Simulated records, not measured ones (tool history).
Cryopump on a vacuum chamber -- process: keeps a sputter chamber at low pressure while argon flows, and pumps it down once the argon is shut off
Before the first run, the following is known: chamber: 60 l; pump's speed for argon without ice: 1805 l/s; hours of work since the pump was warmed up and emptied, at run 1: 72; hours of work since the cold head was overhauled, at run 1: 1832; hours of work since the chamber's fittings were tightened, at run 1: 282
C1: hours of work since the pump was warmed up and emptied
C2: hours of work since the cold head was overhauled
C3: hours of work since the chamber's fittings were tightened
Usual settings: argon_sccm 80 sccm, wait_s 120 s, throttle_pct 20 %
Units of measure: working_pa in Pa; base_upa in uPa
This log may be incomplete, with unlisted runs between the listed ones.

Run 1, hour 0.0: usual settings; C1 72; C2 1832; C3 282. Result: working_pa 0.3741 Pa, base_upa 0.79 uPa.
Run 2, hour 78.0: usual settings; C1 122; C2 1882; C3 333. Result: working_pa 0.3761 Pa, base_upa 0.81 uPa.
Run 3, hour 168.6: usual settings but throttle_pct 18 %; C1 181; C2 1941; C3 392. Result: working_pa 0.4234 Pa, base_upa 0.83 uPa.
Run 4, hour 262.9: usual settings but throttle_pct 18 %; C1 243; C2 2003; C3 453. Result: working_pa 0.4194 Pa, base_upa 0.86 uPa.
Run 5, hour 322.3: usual settings but throttle_pct 18 %; C1 281; C2 2041; C3 491. Result: working_pa 0.4201 Pa, base_upa 0.94 uPa.
Run 6, hour 396.3: usual settings but throttle_pct 18 %; C1 329; C2 2089; C3 539. Result: working_pa 0.4237 Pa, base_upa 0.87 uPa.
Run 7, hour 477.2: usual settings but wait_s 289 s, throttle_pct 19 %; C1 382; C2 2142; C3 592. Result: working_pa 0.4017 Pa, base_upa 0.70 uPa.
Run 8, hour 562.3: usual settings but wait_s 136 s, throttle_pct 19 %; C1 437; C2 2197; C3 647. Result: working_pa 0.4033 Pa, base_upa 0.90 uPa.
Run 9, hour 630.9: usual settings but argon_sccm 45 sccm, wait_s 94 s, throttle_pct 57 %; C1 482; C2 2242; C3 692. Result: working_pa 0.0806 Pa, base_upa 1.18 uPa.
Run 10, hour 700.1: usual settings but argon_sccm 45 sccm, wait_s 94 s, throttle_pct 57 %; C1 527; C2 2287; C3 737. Result: working_pa 0.0811 Pa, base_upa 1.21 uPa.
Run 11, hour 781.6: usual settings but argon_sccm 45 sccm, wait_s 94 s, throttle_pct 57 %; C1 580; C2 2340; C3 790. Result: working_pa 0.0816 Pa, base_upa 1.27 uPa.

Consider 4 possible next runs. They are alternatives, not a sequence: every one starts from the tool as it was left by run 11. What does each give?
Run A, hour 866.7: usual settings but argon_sccm 83 sccm, wait_s 58 s, throttle_pct 35 %; C1 635; C2 2395; C3 845. Result: working_pa ?, base_upa ?.
Run B, hour 866.7: usual settings but argon_sccm 87 sccm, wait_s 94 s, throttle_pct 19 %; C1 635; C2 2395; C3 845. Result: working_pa ?, base_upa ?.
Run C, hour 866.7: usual settings but argon_sccm 45 sccm, wait_s 45 s, throttle_pct 57 %; C1 635; C2 2395; C3 845. Result: working_pa ?, base_upa ?.
Run D, hour 866.7: usual settings but wait_s 104 s, throttle_pct 43 %; C1 635; C2 2395; C3 845. Result: working_pa ?, base_upa ?.

run  working_pa  base_upa
  A      0.2384      1.62
  B      0.4442      1.20
  C      0.0831      1.84
  D      0.1892      1.22
Stripped of hidden state, with their random variation kept, the same runs would have yielded:
run  working_pa  base_upa
  A      0.2226      1.11
  B      0.4278      0.70
  C      0.0746      1.34
  D      0.1741      0.71
